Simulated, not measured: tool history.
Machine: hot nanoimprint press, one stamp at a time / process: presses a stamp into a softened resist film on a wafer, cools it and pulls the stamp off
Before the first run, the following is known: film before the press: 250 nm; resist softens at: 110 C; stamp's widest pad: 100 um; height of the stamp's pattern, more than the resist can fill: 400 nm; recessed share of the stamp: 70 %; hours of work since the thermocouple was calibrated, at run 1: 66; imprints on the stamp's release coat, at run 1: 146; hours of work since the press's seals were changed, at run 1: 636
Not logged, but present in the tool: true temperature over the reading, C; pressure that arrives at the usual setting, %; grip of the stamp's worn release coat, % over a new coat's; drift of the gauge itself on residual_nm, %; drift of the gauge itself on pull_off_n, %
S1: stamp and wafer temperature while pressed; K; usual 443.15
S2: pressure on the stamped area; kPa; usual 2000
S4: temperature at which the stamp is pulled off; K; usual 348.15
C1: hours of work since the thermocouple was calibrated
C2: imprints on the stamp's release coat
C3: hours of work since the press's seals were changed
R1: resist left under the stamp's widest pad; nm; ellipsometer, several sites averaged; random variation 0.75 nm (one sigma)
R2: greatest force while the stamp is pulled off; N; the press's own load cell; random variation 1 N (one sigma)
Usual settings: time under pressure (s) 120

{"run": 1, "hour": 0.0, "S1": 443.15, "S2": 2000, "time under pressure (s)": 120, "S4": 348.15, "C1": 66, "C2": 146, "C3": 636, "R1": 94.2, "R2": 106}
{"run": 2, "hour": 54.9, "S1": 443.15, "S2": 2000, "time under pressure (s)": 120, "S4": 348.15, "C1": 107, "C2": 357, "C3": 676, "R1": 92.1, "R2": 112}
{"run": 3, "hour": 99.8, "S1": 443.15, "S2": 2000, "time under pressure (s)": 120, "S4": 353.15, "C1": 140, "C2": 530, "C3": 710, "R1": 92.6, "R2": 110}
{"run": 4, "hour": 141.5, "S1": 443.15, "S2": 2480, "time under pressure (s)": 120, "S4": 348.15, "C1": 172, "C2": 690, "C3": 741, "R1": 85.1, "R2": 115}
{"hour": 163.0, "done": "press's hydraulic seals changed and the load cell set to zero"}
{"hour": 181.0, "done": "stamp cleaned and given a new release coat"}
{"run": 5, "hour": 194.6, "S1": 443.15, "S2": 2480, "time under pressure (s)": 120, "S4": 348.15, "C1": 201, "C2": 52, "C3": 19, "R1": 80.9, "R2": 107}
{"run": 6, "hour": 230.1, "S1": 443.15, "S2": 1300, "time under pressure (s)": 120, "S4": 348.15, "C1": 227, "C2": 188, "C3": 45, "R1": 109.3, "R2": 109}
{"run": 7, "hour": 295.7, "S1": 443.15, "S2": 2000, "time under pressure (s)": 109, "S4": 348.15, "C1": 276, "C2": 441, "C3": 94, "R1": 92.2, "R2": 112}
{"run": 8, "hour": 339.7, "S1": 443.15, "S2": 1430, "time under pressure (s)": 120, "S4": 348.15, "C1": 309, "C2": 610, "C3": 127, "R1": 101.6, "R2": 112}
{"hour": 394.6, "done": "stamp cleaned and given a new release coat"}
{"run": 9, "hour": 401.0, "S1": 441.15, "S2": 2000, "time under pressure (s)": 120, "S4": 348.15, "C1": 350, "C2": 25, "C3": 168, "R1": 99.7, "R2": 105}
{"run": 10, "hour": 446.3, "S1": 441.15, "S2": 2000, "time under pressure (s)": 120, "S4": 339.15, "C1": 384, "C2": 199, "C3": 202, "R1": 98, "R2": 114}
{"run": 11, "hour": 510.9, "S1": 434.15, "S2": 2000, "time under pressure (s)": 120, "S4": 348.15, "C1": 432, "C2": 448, "C3": 250, "R1": 152.5, "R2": 112}
{"run": 12, "hour": 574.4, "S1": 434.15, "S2": 2000, "time under pressure (s)": 120, "S4": 348.15, "C1": 479, "C2": 692, "C3": 297, "R1": 151.3, "R2": 114}
{"hour": 601.5, "done": "plate thermocouple calibrated"}
{"hour": 611.0, "done": "stamp cleaned and given a new release coat"}
{"run": 13, "hour": 648.5, "S1": 434.15, "S2": 2000, "time under pressure (s)": 120, "S4": 348.15, "C1": 31, "C2": 145, "C3": 346, "R1": 159.4, "R2": 106}
{"run": 14, "hour": 686.8, "S1": 434.15, "S2": 2000, "time under pressure (s)": 120, "S4": 348.15, "C1": 59, "C2": 292, "C3": 374, "R1": 157, "R2": 110}
{"run": 15, "hour": 729.6, "S1": 443.15, "S2": 2000, "time under pressure (s)": 120, "S4": 342.15, "C1": 91, "C2": 457, "C3": 406, "R1": 90.4, "R2": 115}
{"run": 16, "hour": 784.8, "S1": 443.15, "S2": 2000, "time under pressure (s)": 120, "S4": 342.15, "C1": 132, "C2": 670, "C3": 447, "R1": 90.6, "R2": 121}
{"hour": 822.3, "done": "stamp cleaned and given a new release coat"}
{"run": 17, "hour": 835.1, "S1": 443.15, "S2": 2350, "time under pressure (s)": 206, "S4": 340.15, "C1": 165, "C2": 49, "C3": 480, "R1": 66.6, "R2": 111}
{"run": 18, "hour": 883.6, "S1": 450.15, "S2": 1590, "time under pressure (s)": 225, "S4": 344.15, "C1": 201, "C2": 236, "C3": 516, "R1": 47.5, "R2": 113}
{"run": 19, "hour": 931.4, "S1": 443.15, "S2": 1860, "time under pressure (s)": 118, "S4": 348.15, "C1": 237, "C2": 420, "C3": 552, "R1": 92, "R2": 111}
{"run": 20, "hour": 961.6, "S1": 443.15, "S2": 1860, "time under pressure (s)": 118, "S4": 348.15, "C1": 259, "C2": 536, "C3": 574, "R1": 91.2, "R2": 113}
{"run": 21, "hour": 996.0, "S1": 444.15, "S2": 1990, "time under pressure (s)": 93, "S4": 351.15, "C1": 285, "C2": 668, "C3": 600, "R1": 92.6, "R2": 112}
{"hour": 1035.7, "done": "stamp cleaned and given a new release coat"}
{"run": 22, "hour": 1049.3, "S1": 444.15, "S2": 1990, "time under pressure (s)": 93, "S4": 351.15, "C1": 320, "C2": 52, "C3": 635, "R1": 92, "R2": 105}
{"run": 23, "hour": 1103.7, "S1": 445.15, "S2": 1760, "time under pressure (s)": 120, "S4": 349.15, "C1": 360, "C2": 262, "C3": 676, "R1": 81.2, "R2": 109}
{"run": 24, "hour": 1151.5, "S1": 445.15, "S2": 1430, "time under pressure (s)": 120, "S4": 347.15, "C1": 396, "C2": 446, "C3": 711, "R1": 88.7, "R2": 113}
{"hour": 1212.1, "done": "press's hydraulic seals changed and the load cell set to zero"}
{"run": 25, "hour": 1212.1, "S1": 434.15, "S2": 1430, "time under pressure (s)": 87, "S4": 347.15, "C1": 435, "C2": 648, "C3": 0, "R1": 180.1, "R2": 114}
{"run": 26, "hour": 1243.3, "S1": 437.15, "S2": 1430, "time under pressure (s)": 87, "S4": 347.15, "C1": 458, "C2": 769, "C3": 23, "R1": 155, "R2": 117}
{"hour": 1255.4, "done": "stamp cleaned and given a new release coat"}
{"hour": 1302.7, "done": "plate thermocouple calibrated"}
{"run": 27, "hour": 1306.8, "S1": 443.15, "S2": 2000, "time under pressure (s)": 120, "S4": 347.15, "C1": 3, "C2": 186, "C3": 64, "R1": 92, "R2": 109}
{"run": 28, "hour": 1359.0, "S1": 443.15, "S2": 2000, "time under pressure (s)": 120, "S4": 347.15, "C1": 42, "C2": 387, "C3": 103, "R1": 93.5, "R2": 110}
{"run": 29, "hour": 1391.5, "S1": 443.15, "S2": 2000, "time under pressure (s)": 112, "S4": 350.15, "C1": 66, "C2": 512, "C3": 127, "R1": 94.5, "R2": 111}
{"run": 30, "hour": 1456.3, "S1": 443.15, "S2": 2000, "time under pressure (s)": 112, "S4": 350.15, "C1": 114, "C2": 762, "C3": 175, "R1": 94.1, "R2": 114}

Each row is a separate what-if for the run after 30, all from the same tool condition, not one after another. Results?
{"hour": 1471.3, "done": "stamp cleaned and given a new release coat"}
{"run": "A", "hour": 1510.4, "S1": 443.15, "S2": 2000, "time under pressure (s)": 125, "S4": 340.15, "C1": 150, "C2": 150, "C3": 211, "R1": "?", "R2": "?"}
{"hour": 1471.3, "done": "stamp cleaned and given a new release coat"}
{"run": "B", "hour": 1510.4, "S1": 431.15, "S2": 2840, "time under pressure (s)": 165, "S4": 350.15, "C1": 150, "C2": 150, "C3": 211, "R1": "?", "R2": "?"}
{"hour": 1471.3, "done": "stamp cleaned and given a new release coat"}
{"run": "C", "hour": 1510.4, "S1": 443.15, "S2": 1260, "time under pressure (s)": 120, "S4": 340.15, "C1": 150, "C2": 150, "C3": 211, "R1": "?", "R2": "?"}

run=A R1=90.2 R2=113
run=B R1=151.6 R2=107
run=C R1=112.9 R2=113
With the hidden condition removed and each run's random variation left untouched, the same runs would have given:
run=A R1=91.1 R2=112
run=B R1=152.6 R2=106
run=C R1=114.4 R2=111
